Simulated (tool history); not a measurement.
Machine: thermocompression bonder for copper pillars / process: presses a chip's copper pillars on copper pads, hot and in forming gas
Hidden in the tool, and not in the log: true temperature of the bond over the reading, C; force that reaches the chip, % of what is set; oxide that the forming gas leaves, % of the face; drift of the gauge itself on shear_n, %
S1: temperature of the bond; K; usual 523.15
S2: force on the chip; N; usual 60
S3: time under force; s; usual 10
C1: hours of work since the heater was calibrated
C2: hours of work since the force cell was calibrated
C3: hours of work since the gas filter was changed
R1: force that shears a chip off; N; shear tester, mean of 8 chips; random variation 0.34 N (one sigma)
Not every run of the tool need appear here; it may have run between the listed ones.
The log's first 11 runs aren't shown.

Run 12, hour 142.2: usual settings but S2 50 N; C1 324; C2 83; C3 54. Result: R1 43.6 N.
Run 13, hour 150.1: usual settings but S2 50 N; C1 328; C2 86; C3 57. Result: R1 43.3 N.
At hour 152.9: force cell calibrated.
Run 14, hour 168.3: usual settings but S2 50 N; C1 336; C2 7; C3 65. Result: R1 43.1 N.
Run 15, hour 180.3: usual settings but S2 50 N; C1 341; C2 13; C3 71. Result: R1 43.1 N.
Run 16, hour 193.3: usual settings but S2 58 N; C1 347; C2 19; C3 77. Result: R1 50.6 N.
At hour 207.9: force cell calibrated, once more.
Run 17, hour 213.5: usual settings but S2 58 N; C1 356; C2 3; C3 86. Result: R1 50.4 N.
Run 18, hour 225.2: usual settings but S1 543.15 K, S2 58 N; C1 362; C2 8; C3 92. Result: R1 66 N.
Run 19, hour 233.2: usual settings but S1 543.15 K, S2 58 N; C1 366; C2 12; C3 96. Result: R1 64.5 N.
Run 20, hour 245.9: usual settings but S1 543.15 K, S3 7 s; C1 372; C2 18; C3 102. Result: R1 59.6 N.
Run 21, hour 254.8: usual settings but S1 543.15 K, S3 7 s; C1 376; C2 22; C3 106. Result: R1 59.6 N.
Run 22, hour 270.4: usual settings but S1 500.15 K, S2 75 N, S3 5 s; C1 383; C2 30; C3 113. Result: R1 33.8 N.
Run 23, hour 279.1: usual settings but S1 518.15 K, S2 67 N, S3 27 s; C1 388; C2 34; C3 118. Result: R1 76.1 N.
Run 24, hour 290.6: usual settings but S1 518.15 K, S2 47 N, S3 27 s; C1 393; C2 39; C3 123. Result: R1 53.7 N.
At hour 297.8: forming gas filter changed.
Run 25, hour 307.6: usual settings but S1 518.15 K, S2 47 N, S3 27 s; C1 401; C2 47; C3 5. Result: R1 56.9 N.
Run 26, hour 324: usual settings but S1 508.15 K, S3 5 s; C1 409; C2 55; C3 12. Result: R1 31.7 N.
Run 27, hour 340.7: usual settings but S1 495.15 K; C1 417; C2 63; C3 20. Result: R1 33.9 N.
Run 28, hour 348.5: usual settings but S2 54 N, S3 11 s; C1 420; C2 67; C3 24. Result: R1 49.6 N.
Run 29, hour 362: usual settings but S2 62 N, S3 8 s; C1 427; C2 73; C3 31. Result: R1 50.6 N.
Run 30, hour 374.3: usual settings but S1 534.15 K, S2 62 N, S3 15 s; C1 433; C2 79; C3 36. Result: R1 74.3 N.
Run 31, hour 386.7: usual settings but S1 546.15 K; C1 439; C2 85; C3 42. Result: R1 71.8 N.

What if the next run were any one of these 3? Each begins from the tool's condition after run 31:
Run A, hour 404.8: usual settings but S1 552.15 K, S2 50 N, S3 29 s; C1 447; C2 94; C3 51. Result: R1 ?.
Run B, hour 404.8: usual settings but S1 533.15 K, S3 19 s; C1 447; C2 94; C3 51. Result: R1 ?.
Run C, hour 404.8: usual settings but S1 504.15 K, S3 15 s; C1 447; C2 94; C3 51. Result: R1 ?.

run    R1
  A  91.2
  B  76.1
  C  46.5
Stripped of hidden state, with their random variation kept, the same runs would have yielded:
run    R1
  A  96.9
  B  81.6
  C  50.7
